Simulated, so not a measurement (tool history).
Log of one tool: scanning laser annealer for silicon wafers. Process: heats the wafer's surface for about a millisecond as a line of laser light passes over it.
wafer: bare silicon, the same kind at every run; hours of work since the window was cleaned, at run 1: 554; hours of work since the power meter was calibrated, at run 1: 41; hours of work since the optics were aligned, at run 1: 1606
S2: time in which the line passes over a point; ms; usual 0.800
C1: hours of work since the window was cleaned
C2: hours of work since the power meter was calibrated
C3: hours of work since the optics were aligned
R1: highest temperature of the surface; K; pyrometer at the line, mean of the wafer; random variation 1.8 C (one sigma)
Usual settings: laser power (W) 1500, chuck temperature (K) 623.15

{"run": 1, "hour": 0.0, "laser power (W)": 1500, "S2": 0.8, "chuck temperature (K)": 623.15, "C1": 554, "C2": 41, "C3": 1606, "R1": 1343.15}
{"run": 2, "hour": 25.1, "laser power (W)": 1500, "S2": 0.8, "chuck temperature (K)": 623.15, "C1": 564, "C2": 52, "C3": 1616, "R1": 1340.15}
{"run": 3, "hour": 44.9, "laser power (W)": 1500, "S2": 0.646, "chuck temperature (K)": 623.15, "C1": 572, "C2": 60, "C3": 1624, "R1": 1269.15}
{"hour": 56.9, "done": "window over the wafer cleaned"}
{"run": 4, "hour": 68.2, "laser power (W)": 1500, "S2": 0.646, "chuck temperature (K)": 623.15, "C1": 5, "C2": 69, "C3": 1633, "R1": 1271.15}
{"run": 5, "hour": 91.2, "laser power (W)": 1500, "S2": 0.646, "chuck temperature (K)": 623.15, "C1": 14, "C2": 78, "C3": 1642, "R1": 1270.15}
{"run": 6, "hour": 102.9, "laser power (W)": 1500, "S2": 0.646, "chuck temperature (K)": 623.15, "C1": 19, "C2": 83, "C3": 1647, "R1": 1267.15}
{"run": 7, "hour": 125.8, "laser power (W)": 1500, "S2": 0.646, "chuck temperature (K)": 623.15, "C1": 28, "C2": 92, "C3": 1656, "R1": 1266.15}
{"run": 8, "hour": 146.6, "laser power (W)": 1500, "S2": 0.646, "chuck temperature (K)": 623.15, "C1": 37, "C2": 101, "C3": 1665, "R1": 1265.15}
{"run": 9, "hour": 159.5, "laser power (W)": 1616, "S2": 0.8, "chuck temperature (K)": 623.15, "C1": 42, "C2": 106, "C3": 1670, "R1": 1415.15}
{"run": 10, "hour": 172.2, "laser power (W)": 1616, "S2": 0.8, "chuck temperature (K)": 623.15, "C1": 47, "C2": 111, "C3": 1675, "R1": 1414.15}
{"run": 11, "hour": 190.4, "laser power (W)": 1648, "S2": 0.572, "chuck temperature (K)": 623.15, "C1": 55, "C2": 119, "C3": 1683, "R1": 1303.15}
{"run": 12, "hour": 205.8, "laser power (W)": 1500, "S2": 0.686, "chuck temperature (K)": 629.15, "C1": 61, "C2": 125, "C3": 1689, "R1": 1293.15}
{"run": 13, "hour": 229.9, "laser power (W)": 1411, "S2": 0.98, "chuck temperature (K)": 623.15, "C1": 71, "C2": 135, "C3": 1699, "R1": 1362.15}
{"run": 14, "hour": 248.1, "laser power (W)": 1433, "S2": 0.889, "chuck temperature (K)": 599.15, "C1": 79, "C2": 143, "C3": 1707, "R1": 1315.15}
{"run": 15, "hour": 261.2, "laser power (W)": 1391, "S2": 0.642, "chuck temperature (K)": 623.15, "C1": 84, "C2": 148, "C3": 1712, "R1": 1206.15}
{"run": 16, "hour": 274.9, "laser power (W)": 1500, "S2": 0.8, "chuck temperature (K)": 618.15, "C1": 90, "C2": 154, "C3": 1718, "R1": 1339.15}
{"run": 17, "hour": 285.8, "laser power (W)": 1354, "S2": 0.725, "chuck temperature (K)": 630.15, "C1": 94, "C2": 158, "C3": 1722, "R1": 1229.15}
{"run": 18, "hour": 307.7, "laser power (W)": 1354, "S2": 0.725, "chuck temperature (K)": 630.15, "C1": 103, "C2": 167, "C3": 1731, "R1": 1233.15}
{"run": 19, "hour": 322.6, "laser power (W)": 1354, "S2": 0.567, "chuck temperature (K)": 662.15, "C1": 109, "C2": 173, "C3": 1737, "R1": 1187.15}
{"run": 20, "hour": 336.4, "laser power (W)": 1500, "S2": 0.8, "chuck temperature (K)": 620.15, "C1": 115, "C2": 179, "C3": 1743, "R1": 1341.15}

Forecast each of these 4 alternatives for the next run:
{"run": "A", "hour": 349.6, "laser power (W)": 1476, "S2": 0.977, "chuck temperature (K)": 623.15, "C1": 120, "C2": 184, "C3": 1748, "R1": "?"}
{"run": "B", "hour": 349.6, "laser power (W)": 1497, "S2": 0.8, "chuck temperature (K)": 625.15, "C1": 120, "C2": 184, "C3": 1748, "R1": "?"}
{"run": "C", "hour": 349.6, "laser power (W)": 1557, "S2": 0.8, "chuck temperature (K)": 623.15, "C1": 120, "C2": 184, "C3": 1748, "R1": "?"}
{"run": "D", "hour": 349.6, "laser power (W)": 1636, "S2": 0.978, "chuck temperature (K)": 623.15, "C1": 120, "C2": 184, "C3": 1748, "R1": "?"}

run=A R1=1403.15
run=B R1=1342.15
run=C R1=1380.15
run=D R1=1514.15
Without the tool's hidden state the same runs would have given:
run=A R1=1403.15
run=B R1=1342.15
run=C R1=1381.15
run=D R1=1515.15

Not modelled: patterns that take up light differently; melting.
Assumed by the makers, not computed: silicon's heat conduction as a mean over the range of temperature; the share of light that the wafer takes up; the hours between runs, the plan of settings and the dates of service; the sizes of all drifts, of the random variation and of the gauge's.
